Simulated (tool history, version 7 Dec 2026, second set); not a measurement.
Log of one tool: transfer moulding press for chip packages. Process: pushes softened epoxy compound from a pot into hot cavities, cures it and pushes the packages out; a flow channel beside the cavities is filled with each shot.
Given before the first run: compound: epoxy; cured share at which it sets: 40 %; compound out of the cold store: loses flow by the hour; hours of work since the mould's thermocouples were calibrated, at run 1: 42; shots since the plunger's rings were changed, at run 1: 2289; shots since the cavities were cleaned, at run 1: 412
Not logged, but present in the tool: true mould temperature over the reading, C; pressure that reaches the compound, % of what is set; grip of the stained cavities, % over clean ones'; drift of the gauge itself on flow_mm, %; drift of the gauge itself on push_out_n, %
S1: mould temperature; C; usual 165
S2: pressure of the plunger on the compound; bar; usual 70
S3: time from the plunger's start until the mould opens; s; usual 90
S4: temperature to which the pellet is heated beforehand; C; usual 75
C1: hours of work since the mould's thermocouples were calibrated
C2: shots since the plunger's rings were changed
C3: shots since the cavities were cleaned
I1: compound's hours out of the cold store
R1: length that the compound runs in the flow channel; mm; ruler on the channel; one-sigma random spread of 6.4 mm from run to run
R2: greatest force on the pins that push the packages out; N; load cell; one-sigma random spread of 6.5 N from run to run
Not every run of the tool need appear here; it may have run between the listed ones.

Run 1, hour 0: usual settings; C1 42; C2 2289; C3 412; I1 27.3. Result: R1 682 mm, R2 257 N.
At hour 16: cavities cleaned with cleaning compound and waxed.
Run 2, hour 22.5: usual settings; C1 53; C2 2492; C3 63; I1 17.2. Result: R1 700 mm, R2 250 N.
Run 3, hour 49.6: usual settings; C1 66; C2 2755; C3 326; I1 40.5. Result: R1 668 mm, R2 243 N.
Run 4, hour 70.8: usual settings but S4 85 C; C1 77; C2 2960; C3 531; I1 22.3. Result: R1 695 mm, R2 256 N.
At hour 74.1: cavities cleaned with cleaning compound and waxed.
Run 5, hour 100.1: usual settings but S4 85 C; C1 91; C2 3230; C3 253; I1 15.4. Result: R1 698 mm, R2 251 N.
At hour 131.9: cavities cleaned with cleaning compound and waxed.
Run 6, hour 135.4: usual settings; C1 108; C2 3557; C3 34; I1 31.4. Result: R1 685 mm, R2 248 N.
Run 7, hour 151.9: usual settings; C1 116; C2 3716; C3 193; I1 15.4. Result: R1 696 mm, R2 263 N.
Run 8, hour 172.9: usual settings; C1 127; C2 3920; C3 397; I1 47.2. Result: R1 667 mm, R2 268 N.
At hour 190.1: cavities cleaned with cleaning compound and waxed.
Run 9, hour 210.2: usual settings; C1 144; C2 4266; C3 194; I1 38.1. Result: R1 675 mm, R2 253 N.
Run 10, hour 226.6: usual settings; C1 153; C2 4425; C3 353; I1 27.6. Result: R1 684 mm, R2 260 N.
At hour 248.8: cavities cleaned with cleaning compound and waxed.
Run 11, hour 252: usual settings; C1 165; C2 4657; C3 31; I1 13.7. Result: R1 698 mm, R2 265 N.
Run 12, hour 273.7: usual settings; C1 176; C2 4867; C3 241; I1 44.4. Result: R1 660 mm, R2 249 N.
Run 13, hour 301.7: usual settings; C1 190; C2 5138; C3 512; I1 24.5. Result: R1 695 mm, R2 259 N.
At hour 306.5: cavities cleaned with cleaning compound and waxed.
Run 14, hour 338.1: usual settings but S2 63.7 bar; C1 207; C2 5476; C3 306; I1 8.3. Result: R1 677 mm, R2 261 N.
At hour 363.5: cavities cleaned with cleaning compound and waxed.
Run 15, hour 368.7: usual settings but S1 161 C, S3 72 s, S4 85 C; C1 222; C2 5759; C3 51; I1 8.8. Result: R1 722 mm, R2 595 N.
Run 16, hour 397.8: usual settings but S2 59.6 bar, S3 72 s, S4 85 C; C1 236; C2 6040; C3 332; I1 41.9. Result: R1 609 mm, R2 403 N.
At hour 420.3: plunger's sealing rings changed.
Run 17, hour 420.3: usual settings but S1 159 C, S2 67.1 bar, S3 102 s, S4 66 C; C1 246; C2 0; C3 525; I1 29.2. Result: R1 699 mm, R2 302 N.
At hour 424.2: cavities cleaned with cleaning compound and waxed.
Run 18, hour 457.5: usual settings but S1 160 C, S2 62.3 bar, S3 76 s, S4 80 C; C1 264; C2 347; C3 323; I1 16.9. Result: R1 681 mm, R2 551 N.
Run 19, hour 475.4: usual settings but S2 79 bar, S4 71 C; C1 273; C2 520; C3 496; I1 21.7. Result: R1 743 mm, R2 250 N.
At hour 483.6: cavities cleaned with cleaning compound and waxed.
Run 20, hour 511.2: usual settings but S1 162 C, S2 85 bar; C1 290; C2 852; C3 267; I1 32.1. Result: R1 769 mm, R2 299 N.
Run 21, hour 535.5: usual settings but S1 162 C, S2 85 bar; C1 302; C2 1087; C3 502; I1 36.7. Result: R1 752 mm, R2 301 N.
At hour 541.1: cavities cleaned with cleaning compound and waxed.
Run 22, hour 565.8: usual settings but S1 171 C, S2 85 bar, S3 128 s; C1 317; C2 1367; C3 239; I1 11.5. Result: R1 765 mm, R2 198 N.
Run 23, hour 589.1: usual settings but S1 168 C, S2 85 bar, S3 120 s, S4 80 C; C1 329; C2 1592; C3 464; I1 41.6. Result: R1 725 mm, R2 202 N.
At hour 600.9: cavities cleaned with cleaning compound and waxed.
Run 24, hour 619.8: usual settings but S1 168 C, S2 85 bar, S3 120 s, S4 65 C; C1 343; C2 1875; C3 183; I1 36.8. Result: R1 730 mm, R2 216 N.
At hour 629.3: mould's thermocouples calibrated.
Run 25, hour 658.1: usual settings but S1 166 C, S2 58.3 bar, S3 116 s, S4 74 C; C1 14; C2 2226; C3 534; I1 32.3. Result: R1 608 mm, R2 203 N.
At hour 662: cavities cleaned with cleaning compound and waxed.
Run 26, hour 686.5: usual settings but S2 76.5 bar, S3 116 s, S4 74 C; C1 28; C2 2487; C3 237; I1 17.1. Result: R1 728 mm, R2 199 N.
At hour 721.6: cavities cleaned with cleaning compound and waxed.
Run 27, hour 722.5: usual settings but S1 158 C, S2 66.4 bar, S3 94 s; C1 45; C2 2821; C3 8; I1 16.1. Result: R1 713 mm, R2 383 N.

Alternative continuations, all from the tool just after run 27; predict every row:
Run A, hour 752.9: usual settings but S4 80 C; C1 60; C2 3115; C3 302; I1 32.4. Result: R1 ?, R2 ?.
Run B, hour 752.9: usual settings but S1 159 C, S3 78 s, S4 77 C; C1 60; C2 3115; C3 302; I1 24.5. Result: R1 ?, R2 ?.
Run C, hour 752.9: usual settings but S3 123 s; C1 60; C2 3115; C3 302; I1 28.6. Result: R1 ?, R2 ?.

run   R1   R2
  A  683  258
  B  718  564
  C  692  207
Take away the tool's hidden state, keep each run's random variation, and the runs would have read:
run   R1   R2
  A  684  256
  B  718  559
  C  692  205
